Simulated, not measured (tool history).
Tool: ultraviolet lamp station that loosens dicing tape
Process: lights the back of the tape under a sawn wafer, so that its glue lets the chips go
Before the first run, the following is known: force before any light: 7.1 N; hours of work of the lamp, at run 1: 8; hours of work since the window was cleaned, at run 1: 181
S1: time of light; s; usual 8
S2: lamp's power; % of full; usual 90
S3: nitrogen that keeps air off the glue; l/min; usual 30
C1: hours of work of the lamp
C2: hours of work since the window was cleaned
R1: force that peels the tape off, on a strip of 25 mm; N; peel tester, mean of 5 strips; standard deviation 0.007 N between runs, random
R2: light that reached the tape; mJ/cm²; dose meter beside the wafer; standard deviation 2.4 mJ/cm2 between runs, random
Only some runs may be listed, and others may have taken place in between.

run	day	S1	S2	S3	C1	C2	R1	R2
1	0.000	8	90	30	8	181	0.241	274
2	0.325	8	100	30	13	187	0.208	311
3	0.692	8	100	30	19	193	0.201	308
4	0.862	8	100	30	22	195	0.215	307
5	1.188	8	100	30	27	201	0.213	309
6	1.546	8	100	12	33	206	0.317	304
7	1.854	8	90	31	38	211	0.231	275
8	2.008	8	90	31	40	214	0.242	273
9	2.196	8	90	32	44	217	0.246	274
10	2.417	8	90	32	47	220	0.242	276
11	2.575	16	80	32	50	223	0.149	491
12	2.875	16	80	32	54	228	0.157	498
13	3.108	8	80	12	58	231	0.495	246
14	3.279	6	98	14	61	234	0.583	223

4 ways to go on from here, each from the tool as it stands after run 14. What would each give?
A	3.542	6	90	36	65	238	?	?
B	3.542	5	98	19	65	238	?	?
C	3.542	13	95	38	65	238	?	?
D	3.542	6	71	47	65	238	?	?

run	R1	R2
A	0.380	207
B	0.670	186
C	0.151	469
D	0.553	160
Stripped of hidden state, with their random variation kept, the same runs would have yielded:
run	R1	R2
A	0.379	207
B	0.669	186
C	0.151	470
D	0.551	160
